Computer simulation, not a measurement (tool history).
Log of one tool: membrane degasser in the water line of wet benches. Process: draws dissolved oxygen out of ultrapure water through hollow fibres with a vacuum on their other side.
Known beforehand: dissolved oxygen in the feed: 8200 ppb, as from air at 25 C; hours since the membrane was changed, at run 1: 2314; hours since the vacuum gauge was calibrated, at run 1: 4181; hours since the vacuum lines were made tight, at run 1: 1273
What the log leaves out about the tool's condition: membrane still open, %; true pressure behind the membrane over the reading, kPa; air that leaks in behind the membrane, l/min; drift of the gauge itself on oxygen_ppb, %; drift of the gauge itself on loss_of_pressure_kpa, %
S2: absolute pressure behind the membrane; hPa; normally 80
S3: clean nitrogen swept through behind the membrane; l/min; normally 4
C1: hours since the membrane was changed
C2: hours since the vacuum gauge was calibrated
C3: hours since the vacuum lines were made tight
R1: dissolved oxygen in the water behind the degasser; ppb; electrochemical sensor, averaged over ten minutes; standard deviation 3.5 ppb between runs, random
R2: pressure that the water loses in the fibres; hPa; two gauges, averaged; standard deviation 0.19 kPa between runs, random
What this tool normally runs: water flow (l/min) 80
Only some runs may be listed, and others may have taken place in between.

{"run": 1, "hour": 0.0, "water flow (l/min)": 80, "S2": 80, "S3": 4, "C1": 2314, "C2": 4181, "C3": 1273, "R1": 350.1, "R2": 359.3}
{"run": 2, "hour": 127.5, "water flow (l/min)": 80, "S2": 80, "S3": 4, "C1": 2441, "C2": 4309, "C3": 1400, "R1": 350.5, "R2": 363.4}
{"run": 3, "hour": 242.8, "water flow (l/min)": 80, "S2": 80, "S3": 4, "C1": 2556, "C2": 4424, "C3": 1516, "R1": 351.2, "R2": 363.7}
{"run": 4, "hour": 452.8, "water flow (l/min)": 80, "S2": 80, "S3": 4, "C1": 2767, "C2": 4634, "C3": 1726, "R1": 348.9, "R2": 363.7}
{"run": 5, "hour": 573.4, "water flow (l/min)": 80, "S2": 80, "S3": 6.18, "C1": 2887, "C2": 4755, "C3": 1846, "R1": 285.1, "R2": 364.1}
{"run": 6, "hour": 764.9, "water flow (l/min)": 80, "S2": 113.9, "S3": 4, "C1": 3079, "C2": 4946, "C3": 2038, "R1": 482.6, "R2": 363.2}
{"run": 7, "hour": 911.8, "water flow (l/min)": 80, "S2": 113.9, "S3": 4, "C1": 3225, "C2": 5093, "C3": 2185, "R1": 488.4, "R2": 363.8}
{"run": 8, "hour": 1066.0, "water flow (l/min)": 80, "S2": 80, "S3": 4, "C1": 3380, "C2": 5247, "C3": 2339, "R1": 351.8, "R2": 359.9}
{"hour": 1341.4, "done": "vacuum gauge calibrated"}
{"run": 9, "hour": 1341.4, "water flow (l/min)": 80, "S2": 80, "S3": 10.92, "C1": 3655, "C2": 0, "C3": 2614, "R1": 231.9, "R2": 362.9}
{"run": 10, "hour": 1470.6, "water flow (l/min)": 80, "S2": 80, "S3": 10.92, "C1": 3784, "C2": 129, "C3": 2743, "R1": 228.9, "R2": 361.1}
{"run": 11, "hour": 1740.4, "water flow (l/min)": 101, "S2": 80, "S3": 4.54, "C1": 4054, "C2": 399, "C3": 3013, "R1": 459, "R2": 455}
{"run": 12, "hour": 1928.6, "water flow (l/min)": 72, "S2": 77.5, "S3": 11.76, "C1": 4242, "C2": 587, "C3": 3201, "R1": 178.9, "R2": 328.5}
{"run": 13, "hour": 2117.1, "water flow (l/min)": 72, "S2": 77.5, "S3": 11.76, "C1": 4430, "C2": 776, "C3": 3389, "R1": 178.1, "R2": 322.7}
{"run": 14, "hour": 2352.6, "water flow (l/min)": 72, "S2": 77.5, "S3": 11.76, "C1": 4666, "C2": 1011, "C3": 3625, "R1": 181.5, "R2": 323.8}
{"run": 15, "hour": 2534.8, "water flow (l/min)": 72, "S2": 116.7, "S3": 2.35, "C1": 4848, "C2": 1193, "C3": 3807, "R1": 623.1, "R2": 326.3}
{"run": 16, "hour": 2733.5, "water flow (l/min)": 76, "S2": 88.1, "S3": 9.2, "C1": 5047, "C2": 1392, "C3": 4006, "R1": 237.3, "R2": 340.9}
{"run": 17, "hour": 2970.9, "water flow (l/min)": 56, "S2": 191.6, "S3": 9.2, "C1": 5284, "C2": 1629, "C3": 4243, "R1": 284.1, "R2": 255.9}
{"run": 18, "hour": 3112.1, "water flow (l/min)": 84, "S2": 110.5, "S3": 9.2, "C1": 5425, "C2": 1771, "C3": 4384, "R1": 325.3, "R2": 380.8}

Entry by entry between the runs, the difference in hidden state between the last listed run before and the first listed run after:
Runs 8 to 9: vacuum gauge calibrated (hour 1341.4)
  no hidden state differs between the two runs
